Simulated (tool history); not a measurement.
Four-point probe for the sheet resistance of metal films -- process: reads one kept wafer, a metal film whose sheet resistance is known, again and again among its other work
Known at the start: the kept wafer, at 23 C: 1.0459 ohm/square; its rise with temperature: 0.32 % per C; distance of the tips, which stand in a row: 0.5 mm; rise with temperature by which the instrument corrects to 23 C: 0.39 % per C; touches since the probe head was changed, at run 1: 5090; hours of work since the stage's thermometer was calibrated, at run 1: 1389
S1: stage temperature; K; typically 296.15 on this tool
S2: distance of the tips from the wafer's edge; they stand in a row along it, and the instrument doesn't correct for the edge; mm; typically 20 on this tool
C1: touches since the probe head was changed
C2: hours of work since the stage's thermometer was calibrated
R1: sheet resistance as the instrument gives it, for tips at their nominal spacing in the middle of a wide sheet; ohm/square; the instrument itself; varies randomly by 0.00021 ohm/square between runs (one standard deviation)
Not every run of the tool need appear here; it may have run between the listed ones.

run 1 hour=0 | S1=296.15 S2=20 | C1=5090 C2=1389 | R1=1.04343
run 2 hour=17.5 | S1=296.15 S2=20 | C1=5393 C2=1400 | R1=1.043886
run 3 hour=31.2 | S1=296.15 S2=20 | C1=5630 C2=1409 | R1=1.043372
run 4 hour=46.9 | S1=296.15 S2=20 | C1=5902 C2=1419 | R1=1.043699
run 5 hour=64.9 | S1=296.15 S2=20 | C1=6213 C2=1430 | R1=1.044208
run 6 hour=75.4 | S1=292.15 S2=20 | C1=6395 C2=1437 | R1=1.046989
run 7 hour=95.5 | S1=302.15 S2=20 | C1=6743 C2=1450 | R1=1.039195
run 8 hour=110.7 | S1=302.15 S2=20 | C1=7007 C2=1459 | R1=1.039382
run 9 hour=127 | S1=302.15 S2=20 | C1=7289 C2=1470 | R1=1.039348
run 10 hour=145.2 | S1=302.15 S2=20 | C1=7605 C2=1481 | R1=1.039447
run 11 hour=159.1 | S1=302.15 S2=20 | C1=7845 C2=1490 | R1=1.039536
run 12 hour=177.2 | S1=302.15 S2=20 | C1=8159 C2=1502 | R1=1.039527
run 13 hour=198.5 | S1=296.15 S2=20 | C1=8527 C2=1515 | R1=1.044421
run 14 hour=221.5 | S1=296.15 S2=32 | C1=8925 C2=1530 | R1=1.043875
run 15 hour=234.6 | S1=296.15 S2=32 | C1=9152 C2=1538 | R1=1.0445
run 16 hour=254.4 | S1=296.15 S2=32 | C1=9495 C2=1551 | R1=1.043959
run 17 hour=264.6 | S1=296.15 S2=32 | C1=9671 C2=1557 | R1=1.044152
run 18 hour=288.6 | S1=296.15 S2=32 | C1=10087 C2=1572 | R1=1.044459
run 19 hour=306.4 | S1=296.15 S2=20 | C1=10395 C2=1584 | R1=1.044429
run 20 hour=316.6 | S1=296.15 S2=20 | C1=10573 C2=1590 | R1=1.044874
run 21 hour=336.7 | S1=296.15 S2=20 | C1=10921 C2=1603 | R1=1.044906
run 22 hour=349.5 | S1=296.15 S2=20 | C1=11142 C2=1611 | R1=1.044405
run 23 hour=367.3 | S1=296.15 S2=20 | C1=11449 C2=1622 | R1=1.044942
run 24 hour=381.7 | S1=296.15 S2=20 | C1=11700 C2=1632 | R1=1.044996
run 25 hour=394.3 | S1=292.15 S2=15 | C1=11918 C2=1640 | R1=1.048237
run 26 hour=405.6 | S1=304.15 S2=20 | C1=12112 C2=1647 | R1=1.039003
run 27 hour=417.6 | S1=304.15 S2=20 | C1=12321 C2=1654 | R1=1.038857
run 28 hour=438.7 | S1=296.15 S2=72 | C1=12686 C2=1668 | R1=1.04505
run 29 hour=450.4 | S1=296.15 S2=72 | C1=12888 C2=1675 | R1=1.045135
run 30 hour=461.1 | S1=296.15 S2=72 | C1=13074 C2=1682 | R1=1.045021
run 31 hour=481.8 | S1=292.15 S2=20 | C1=13432 C2=1695 | R1=1.048291
run 32 hour=496 | S1=300.15 S2=6 | C1=13679 C2=1704 | R1=1.045769
run 33 hour=512.2 | S1=295.15 S2=30 | C1=13959 C2=1715 | R1=1.046189
run 34 hour=529.2 | S1=295.15 S2=30 | C1=14254 C2=1725 | R1=1.046156
-- hour=538.3 stage's thermometer calibrated
run 35 hour=542.8 | S1=291.15 S2=10 | C1=14481 C2=3 | R1=1.050777
run 36 hour=562.4 | S1=291.15 S2=10 | C1=14820 C2=15 | R1=1.050923
run 37 hour=583.7 | S1=296.15 S2=20 | C1=15188 C2=29 | R1=1.045763
run 38 hour=597.8 | S1=296.15 S2=20 | C1=15432 C2=38 | R1=1.045641
run 39 hour=612.7 | S1=296.15 S2=37 | C1=15690 C2=47 | R1=1.045736
run 40 hour=625.5 | S1=296.15 S2=37 | C1=15911 C2=55 | R1=1.045305
run 41 hour=648 | S1=292.15 S2=53 | C1=16301 C2=70 | R1=1.048957
run 42 hour=663.3 | S1=297.15 S2=11 | C1=16567 C2=79 | R1=1.046236

Here are 3 independent what-if runs from the current tool condition. What would each one return?
run A hour=676.5 | S1=297.15 S2=5 | C1=16795 C2=88 | R1=?
run B hour=676.5 | S1=302.15 S2=63 | C1=16795 C2=88 | R1=?
run C hour=676.5 | S1=303.15 S2=39 | C1=16795 C2=88 | R1=?

run=A R1=1.050784
run=B R1=1.041376
run=C R1=1.040402
What these runs would have given with no unlogged condition in the tool:
run=A R1=1.050893
run=B R1=1.041481
run=C R1=1.040506
